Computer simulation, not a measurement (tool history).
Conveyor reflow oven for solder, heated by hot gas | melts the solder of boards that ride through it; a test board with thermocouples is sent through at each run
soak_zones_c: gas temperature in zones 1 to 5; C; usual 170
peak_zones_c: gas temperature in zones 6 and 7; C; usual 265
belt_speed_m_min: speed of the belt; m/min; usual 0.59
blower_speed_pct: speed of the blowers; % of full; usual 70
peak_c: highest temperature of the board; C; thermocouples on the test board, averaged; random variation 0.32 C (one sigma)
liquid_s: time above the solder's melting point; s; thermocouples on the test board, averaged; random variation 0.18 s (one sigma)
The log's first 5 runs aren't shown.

| run | hour | soak_zones_c | peak_zones_c | belt_speed_m_min | blower_speed_pct | hours of work since the flux was cleaned out | hours of work since the belt drive was overhauled | hours of work since the thermocouples were changed | peak_c | liquid_s |
|---|---|---|---|---|---|---|---|---|---|---|
| 6 | 68.9 | 170 | 257 | 0.59 | 70 | 171 | 125 | 621 | 240.6 | 43.2 |
| 7 | 80 | 170 | 257 | 0.59 | 70 | 180 | 134 | 630 | 241.1 | 42.7 |
| 8 | 99.6 | 170 | 257 | 0.59 | 70 | 194 | 149 | 645 | 240.4 | 42.8 |
| 9 | 115.3 | 170 | 257 | 0.59 | 72 | 206 | 160 | 656 | 240.9 | 43.6 |
| 10 | 125.7 | 170 | 257 | 0.59 | 72 | 214 | 168 | 664 | 240.6 | 43.4 |
| 11 | 135.7 | 170 | 257 | 0.59 | 72 | 221 | 176 | 672 | 241 | 43.7 |
| 12 | 144.6 | 170 | 265 | 0.59 | 77 | 228 | 182 | 678 | 248.6 | 50.2 |
| 13 | 163.8 | 170 | 265 | 0.59 | 77 | 243 | 197 | 693 | 248.8 | 50.2 |
| 14 | 176.4 | 170 | 265 | 0.59 | 75 | 252 | 206 | 702 | 248.5 | 50 |
| 15 | 185.3 | 170 | 265 | 0.59 | 75 | 259 | 213 | 709 | 248.5 | 49.5 |
| 16 | 195.8 | 170 | 265 | 0.59 | 75 | 267 | 221 | 717 | 249.1 | 49.8 |

Forecast run 17:
| 17 | 208.3 | 170 | 265 | 0.59 | 75 | 276 | 230 | 726 | ? | ? |

Run 17 gave peak_c 248.1 C, liquid_s 49.7 s.
Without the tool's hidden state the same run would have given peak_c 251 C, liquid_s 51.9 s.
